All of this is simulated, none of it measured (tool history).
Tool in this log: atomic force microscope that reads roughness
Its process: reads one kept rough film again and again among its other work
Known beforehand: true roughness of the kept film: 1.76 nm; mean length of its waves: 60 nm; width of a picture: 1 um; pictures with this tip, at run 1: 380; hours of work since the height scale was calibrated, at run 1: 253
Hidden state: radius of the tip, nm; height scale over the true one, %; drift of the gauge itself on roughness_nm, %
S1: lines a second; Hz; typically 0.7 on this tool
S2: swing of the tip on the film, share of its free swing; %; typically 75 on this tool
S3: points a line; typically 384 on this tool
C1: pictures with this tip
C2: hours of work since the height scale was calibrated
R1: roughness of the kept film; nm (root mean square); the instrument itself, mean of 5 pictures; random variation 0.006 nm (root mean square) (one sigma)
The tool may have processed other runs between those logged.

{"run": 1, "hour": 0.0, "S1": 0.7, "S2": 75, "S3": 384, "C1": 380, "C2": 253, "R1": 1.563}
{"hour": 4.1, "done": "new tip fitted"}
{"run": 2, "hour": 9.8, "S1": 0.7, "S2": 75, "S3": 384, "C1": 8, "C2": 258, "R1": 1.644}
{"run": 3, "hour": 21.4, "S1": 0.7, "S2": 75, "S3": 384, "C1": 25, "C2": 265, "R1": 1.629}
{"run": 4, "hour": 30.0, "S1": 0.7, "S2": 75, "S3": 384, "C1": 38, "C2": 271, "R1": 1.625}
{"run": 5, "hour": 40.3, "S1": 0.7, "S2": 71, "S3": 384, "C1": 54, "C2": 277, "R1": 1.64}
{"run": 6, "hour": 50.8, "S1": 0.7, "S2": 75, "S3": 903, "C1": 69, "C2": 284, "R1": 1.632}
{"run": 7, "hour": 65.0, "S1": 0.7, "S2": 75, "S3": 384, "C1": 90, "C2": 292, "R1": 1.614}
{"run": 8, "hour": 78.0, "S1": 0.7, "S2": 75, "S3": 384, "C1": 110, "C2": 300, "R1": 1.614}
{"run": 9, "hour": 84.5, "S1": 0.7, "S2": 75, "S3": 384, "C1": 120, "C2": 304, "R1": 1.601}
{"run": 10, "hour": 90.7, "S1": 0.887, "S2": 75, "S3": 384, "C1": 129, "C2": 308, "R1": 1.599}
{"run": 11, "hour": 103.1, "S1": 0.887, "S2": 75, "S3": 384, "C1": 148, "C2": 316, "R1": 1.588}
{"run": 12, "hour": 115.2, "S1": 0.887, "S2": 71, "S3": 384, "C1": 165, "C2": 323, "R1": 1.603}
{"run": 13, "hour": 123.6, "S1": 0.887, "S2": 71, "S3": 384, "C1": 178, "C2": 329, "R1": 1.599}
{"run": 14, "hour": 137.3, "S1": 0.7, "S2": 75, "S3": 384, "C1": 198, "C2": 337, "R1": 1.579}
{"run": 15, "hour": 145.5, "S1": 0.7, "S2": 75, "S3": 384, "C1": 211, "C2": 342, "R1": 1.596}
{"run": 16, "hour": 158.9, "S1": 0.7, "S2": 75, "S3": 384, "C1": 231, "C2": 350, "R1": 1.59}
{"run": 17, "hour": 169.7, "S1": 0.7, "S2": 75, "S3": 384, "C1": 247, "C2": 357, "R1": 1.596}
{"run": 18, "hour": 176.5, "S1": 0.7, "S2": 75, "S3": 384, "C1": 257, "C2": 361, "R1": 1.592}
{"run": 19, "hour": 189.4, "S1": 0.88, "S2": 75, "S3": 384, "C1": 276, "C2": 369, "R1": 1.561}
{"run": 20, "hour": 202.2, "S1": 1.448, "S2": 75, "S3": 384, "C1": 296, "C2": 377, "R1": 1.5}
{"run": 21, "hour": 214.3, "S1": 0.7, "S2": 75, "S3": 384, "C1": 314, "C2": 385, "R1": 1.575}
{"run": 22, "hour": 228.6, "S1": 0.7, "S2": 75, "S3": 384, "C1": 335, "C2": 393, "R1": 1.56}
{"run": 23, "hour": 242.3, "S1": 0.7, "S2": 75, "S3": 384, "C1": 355, "C2": 402, "R1": 1.569}
{"run": 24, "hour": 251.8, "S1": 3.229, "S2": 62, "S3": 384, "C1": 370, "C2": 408, "R1": 1.475}
{"hour": 262.4, "done": "new tip fitted"}
{"run": 25, "hour": 262.6, "S1": 0.86, "S2": 75, "S3": 398, "C1": 0, "C2": 414, "R1": 1.611}
{"run": 26, "hour": 272.2, "S1": 2.753, "S2": 61, "S3": 398, "C1": 14, "C2": 420, "R1": 1.577}
{"run": 27, "hour": 281.3, "S1": 2.753, "S2": 61, "S3": 398, "C1": 28, "C2": 426, "R1": 1.577}
{"run": 28, "hour": 290.8, "S1": 1.971, "S2": 77, "S3": 362, "C1": 42, "C2": 432, "R1": 1.484}
{"run": 29, "hour": 301.3, "S1": 1.173, "S2": 82, "S3": 413, "C1": 58, "C2": 438, "R1": 1.51}
{"run": 30, "hour": 309.0, "S1": 2.069, "S2": 87, "S3": 302, "C1": 69, "C2": 443, "R1": 1.342}
{"run": 31, "hour": 318.6, "S1": 2.069, "S2": 87, "S3": 302, "C1": 84, "C2": 449, "R1": 1.331}
{"run": 32, "hour": 329.9, "S1": 0.781, "S2": 65, "S3": 384, "C1": 101, "C2": 456, "R1": 1.634}
{"run": 33, "hour": 339.9, "S1": 0.781, "S2": 65, "S3": 384, "C1": 116, "C2": 462, "R1": 1.636}
{"run": 34, "hour": 350.8, "S1": 1.68, "S2": 80, "S3": 686, "C1": 132, "C2": 469, "R1": 1.45}
{"run": 35, "hour": 365.3, "S1": 3.724, "S2": 80, "S3": 685, "C1": 154, "C2": 478, "R1": 1.248}
{"run": 36, "hour": 378.1, "S1": 0.579, "S2": 57, "S3": 685, "C1": 173, "C2": 486, "R1": 1.659}
{"run": 37, "hour": 386.7, "S1": 2.184, "S2": 63, "S3": 726, "C1": 185, "C2": 491, "R1": 1.555}
{"run": 38, "hour": 398.7, "S1": 0.93, "S2": 64, "S3": 377, "C1": 203, "C2": 498, "R1": 1.612}
{"run": 39, "hour": 408.4, "S1": 0.623, "S2": 64, "S3": 655, "C1": 218, "C2": 504, "R1": 1.628}
{"run": 40, "hour": 421.7, "S1": 3.405, "S2": 57, "S3": 333, "C1": 238, "C2": 513, "R1": 1.531}
{"run": 41, "hour": 433.0, "S1": 1.901, "S2": 65, "S3": 384, "C1": 255, "C2": 519, "R1": 1.535}
{"run": 42, "hour": 443.4, "S1": 2.231, "S2": 65, "S3": 487, "C1": 270, "C2": 526, "R1": 1.516}
{"run": 43, "hour": 457.7, "S1": 2.231, "S2": 58, "S3": 487, "C1": 292, "C2": 535, "R1": 1.569}
{"run": 44, "hour": 469.2, "S1": 2.231, "S2": 58, "S3": 487, "C1": 309, "C2": 542, "R1": 1.562}

For each entry between runs, how does the tool's hidden state at the last listed run before it compare with that at the first listed run after it?
From run 1 to run 2: new tip fitted (hour 4.1)
  radius of the tip, nm: 35.1 -> 10.7; height scale over the true one, %: -0.4 -> -0.41
  what was measured, less what the result would be without the hidden state, R1: -0.081 -> -0.009 nm (root mean square)
From run 24 to run 25: new tip fitted (hour 262.4)
  radius of the tip, nm: 34.8 -> 10.2; height scale over the true one, %: -0.6 -> -0.61
  what was measured, less what the result would be without the hidden state, R1: -0.079 -> -0.01 nm (root mean square)
